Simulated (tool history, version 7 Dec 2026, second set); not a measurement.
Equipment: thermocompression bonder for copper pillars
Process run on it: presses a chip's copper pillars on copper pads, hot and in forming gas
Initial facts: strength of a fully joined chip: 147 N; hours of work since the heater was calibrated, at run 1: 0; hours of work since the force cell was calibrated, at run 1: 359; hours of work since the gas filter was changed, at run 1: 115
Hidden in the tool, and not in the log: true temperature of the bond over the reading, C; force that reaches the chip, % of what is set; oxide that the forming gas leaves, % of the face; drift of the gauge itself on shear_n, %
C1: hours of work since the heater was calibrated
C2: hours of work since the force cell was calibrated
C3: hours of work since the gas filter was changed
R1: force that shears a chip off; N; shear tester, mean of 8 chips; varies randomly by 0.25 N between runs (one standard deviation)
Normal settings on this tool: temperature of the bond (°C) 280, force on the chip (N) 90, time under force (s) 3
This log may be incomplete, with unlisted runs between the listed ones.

Run 1, hour 0: usual settings; C1 0; C2 359; C3 115. Result: R1 49.3 N.
At hour 12.8: forming gas filter changed.
Run 2, hour 39.5: usual settings; C1 31; C2 390; C3 21. Result: R1 50.7 N.
Run 3, hour 93.9: usual settings; C1 74; C2 433; C3 65. Result: R1 50.8 N.
Run 4, hour 150.2: usual settings but force on the chip (N) 62; C1 119; C2 478; C3 109. Result: R1 41.4 N.
At hour 170.4: forming gas filter changed.
Run 5, hour 196.8: usual settings but temperature of the bond (°C) 301; C1 156; C2 515; C3 21. Result: R1 62.6 N.
Run 6, hour 259.7: usual settings but temperature of the bond (°C) 293; C1 206; C2 565; C3 71. Result: R1 58.1 N.
Run 7, hour 304.9: usual settings but temperature of the bond (°C) 266; C1 242; C2 601; C3 107. Result: R1 43.4 N.
At hour 330.3: forming gas filter changed.
Run 8, hour 367.7: usual settings but force on the chip (N) 60; C1 292; C2 651; C3 30. Result: R1 42.5 N.
Run 9, hour 436.9: usual settings but force on the chip (N) 60; C1 347; C2 706; C3 85. Result: R1 42 N.
At hour 487.9: forming gas filter changed.
Run 10, hour 500.1: usual settings but temperature of the bond (°C) 268; C1 397; C2 756; C3 10. Result: R1 46.1 N.
Run 11, hour 537.8: usual settings but temperature of the bond (°C) 268; C1 427; C2 786; C3 40. Result: R1 46 N.
Run 12, hour 584.5: usual settings but temperature of the bond (°C) 268, force on the chip (N) 73; C1 464; C2 823; C3 77. Result: R1 40.8 N.
Run 13, hour 634.1: usual settings but temperature of the bond (°C) 268, force on the chip (N) 73; C1 503; C2 862; C3 116. Result: R1 40.9 N.
At hour 642.5: forming gas filter changed.
Run 14, hour 671.1: usual settings but temperature of the bond (°C) 268, force on the chip (N) 73; C1 532; C2 891; C3 23. Result: R1 41.7 N.
Run 15, hour 726.3: usual settings but force on the chip (N) 64; C1 576; C2 935; C3 67. Result: R1 44.3 N.
Run 16, hour 775: usual settings but force on the chip (N) 64; C1 615; C2 974; C3 105. Result: R1 44.3 N.
At hour 796.7: forming gas filter changed.
Run 17, hour 847.7: usual settings but force on the chip (N) 64; C1 673; C2 1032; C3 41. Result: R1 45.1 N.
Run 18, hour 891.6: usual settings but force on the chip (N) 64; C1 708; C2 1067; C3 76. Result: R1 44.9 N.
Run 19, hour 935.2: usual settings but force on the chip (N) 64; C1 742; C2 1101; C3 110. Result: R1 44.7 N.

Run 20 comes next. What will it give?
At hour 953.4: forming gas filter changed.
Run 20, hour 1004: usual settings but force on the chip (N) 64; C1 797; C2 1156; C3 40. Result: R1 ?.

{"run 20": {"R1": 45.4}}
With the hidden condition absent and the run-to-run variation left alone, this run would have shown R1 43.4 N.

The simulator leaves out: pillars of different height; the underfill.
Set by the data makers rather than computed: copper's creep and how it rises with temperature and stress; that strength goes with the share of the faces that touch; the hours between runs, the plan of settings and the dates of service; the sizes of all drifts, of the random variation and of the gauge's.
